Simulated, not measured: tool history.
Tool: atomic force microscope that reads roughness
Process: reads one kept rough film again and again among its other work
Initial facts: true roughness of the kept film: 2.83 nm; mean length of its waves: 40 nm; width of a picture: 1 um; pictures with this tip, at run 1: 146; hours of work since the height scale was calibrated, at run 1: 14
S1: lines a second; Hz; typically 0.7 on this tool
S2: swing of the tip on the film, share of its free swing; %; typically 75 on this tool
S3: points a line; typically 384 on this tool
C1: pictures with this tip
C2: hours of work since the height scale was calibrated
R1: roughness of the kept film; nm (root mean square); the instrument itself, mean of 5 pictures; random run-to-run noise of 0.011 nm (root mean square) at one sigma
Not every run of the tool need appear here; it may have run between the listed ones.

| run | hour | S1 | S2 | S3 | C1 | C2 | R1 |
|---|---|---|---|---|---|---|---|
| 1 | 0 | 0.7 | 75 | 384 | 146 | 14 | 2.482 |
| 2 | 10.4 | 0.709 | 75 | 384 | 163 | 22 | 2.494 |
| 3 | 32.3 | 0.709 | 75 | 384 | 200 | 37 | 2.461 |
| 4 | 45 | 0.709 | 75 | 384 | 221 | 46 | 2.434 |
| 5 | 59 | 0.7 | 75 | 421 | 245 | 56 | 2.43 |
| 6 | 72.1 | 0.7 | 75 | 421 | 266 | 65 | 2.415 |
|  | 74.5 | height scale calibrated on a step standard |
|  | 79.3 | new tip fitted |
| 7 | 88.1 | 0.7 | 75 | 421 | 15 | 9 | 2.583 |
| 8 | 107.5 | 0.7 | 75 | 419 | 47 | 23 | 2.533 |
| 9 | 120.7 | 0.7 | 75 | 419 | 70 | 32 | 2.546 |
|  | 133.3 | height scale calibrated on a step standard, once more |
| 10 | 139.2 | 0.7 | 75 | 400 | 99 | 4 | 2.528 |
| 11 | 156.1 | 1.891 | 75 | 568 | 127 | 16 | 2.308 |
| 12 | 172.8 | 1.891 | 85 | 568 | 155 | 28 | 2.122 |
| 13 | 196.8 | 1.891 | 85 | 568 | 196 | 45 | 2.077 |
| 14 | 221.2 | 0.548 | 85 | 459 | 236 | 62 | 2.389 |
| 15 | 236.1 | 0.548 | 85 | 459 | 262 | 73 | 2.372 |
|  | 246 | new tip fitted |
| 16 | 256.9 | 0.548 | 85 | 459 | 19 | 87 | 2.534 |
| 17 | 268 | 3.778 | 65 | 880 | 37 | 95 | 2.303 |
| 18 | 287 | 0.7 | 68 | 546 | 69 | 108 | 2.563 |

5 ways to go on from here, each from the tool as it stands after run 18. What would each give?
| A | 306.6 | 0.746 | 64 | 851 | 102 | 122 | ? |
| B | 306.6 | 2.082 | 55 | 401 | 102 | 122 | ? |
| C | 306.6 | 2.196 | 68 | 546 | 102 | 122 | ? |
| D | 306.6 | 0.7 | 71 | 256 | 102 | 122 | ? |
| E | 306.6 | 0.7 | 77 | 546 | 102 | 122 | ? |

| run | R1 |
|---|---|
| A | 2.549 |
| B | 2.52 |
| C | 2.366 |
| D | 2.527 |
| E | 2.486 |
With no hidden state in the tool, these same runs would have given:
| run | R1 |
|---|---|
| A | 2.632 |
| B | 2.602 |
| C | 2.443 |
| D | 2.61 |
| E | 2.567 |
